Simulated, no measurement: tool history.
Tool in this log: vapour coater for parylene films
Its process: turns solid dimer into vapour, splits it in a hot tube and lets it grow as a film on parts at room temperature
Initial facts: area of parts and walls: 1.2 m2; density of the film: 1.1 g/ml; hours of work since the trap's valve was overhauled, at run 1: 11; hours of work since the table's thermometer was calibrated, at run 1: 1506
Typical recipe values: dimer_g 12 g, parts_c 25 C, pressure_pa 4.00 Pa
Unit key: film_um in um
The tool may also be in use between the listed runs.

run	hour	dimer_g	parts_c	pressure_pa	hours of work since the trap's valve was overhauled	hours of work since the table's thermometer was calibrated	film_um
1	0.0	12	25	4.00	11	1506	5.03
2	26.9	12	25	4.00	33	1528	5.00
3	83.2	12	25	4.00	78	1574	5.00
4	111.6	12	25	4.00	101	1597	4.92
5	140.2	12	25	4.00	125	1620	4.92
6	164.4	12	25	4.00	144	1640	4.89
7	199.1	19	25	4.00	172	1668	7.73
8	255.8	19	25	4.00	218	1714	7.67
9	296.4	12	25	6.41	251	1747	4.39
10	352.9	12	25	4.00	297	1793	4.83
11	391.1	10	25	4.00	328	1824	3.97
12	448.1	10	25	4.00	375	1870	3.94
13	488.0	10	25	4.00	407	1903	3.93
14	544.8	10	25	4.00	453	1949	3.90
# hour 575.2: trap's valve overhauled
15	578.4	12	25	4.74	3	1973	4.82
16	616.1	12	30	2.77	33	2004	4.50
# hour 627.4: table's thermometer calibrated
17	661.7	16	37	2.34	69	28	5.04
18	685.1	16	23	2.34	88	47	7.97
19	728.4	16	23	2.34	124	82	7.88
20	773.5	16	23	2.34	160	119	7.91
21	824.6	8	28	2.27	202	160	3.35
22	868.1	13	20	6.42	237	196	5.62
23	909.8	13	36	9.11	271	229	3.06
24	967.2	12	36	9.11	318	276	2.80
25	1022.9	12	30	4.00	363	321	4.04
26	1076.8	12	30	4.00	407	365	4.03
27	1102.4	10	17	5.40	427	386	4.82

Alternative continuations, all from the tool just after run 27; predict every row:
A	1137.6	11	24	5.40	456	414	?
B	1137.6	14	19	5.19	456	414	?
C	1137.6	13	18	4.00	456	414	?
D	1137.6	14	17	5.40	456	414	?
E	1137.6	19	25	5.27	456	414	?

run	film_um
A	4.24
B	6.25
C	6.38
D	6.71
E	7.04
With no hidden state in the tool, these same runs would have given:
run	film_um
A	4.59
B	6.77
C	6.92
D	7.27
E	7.63
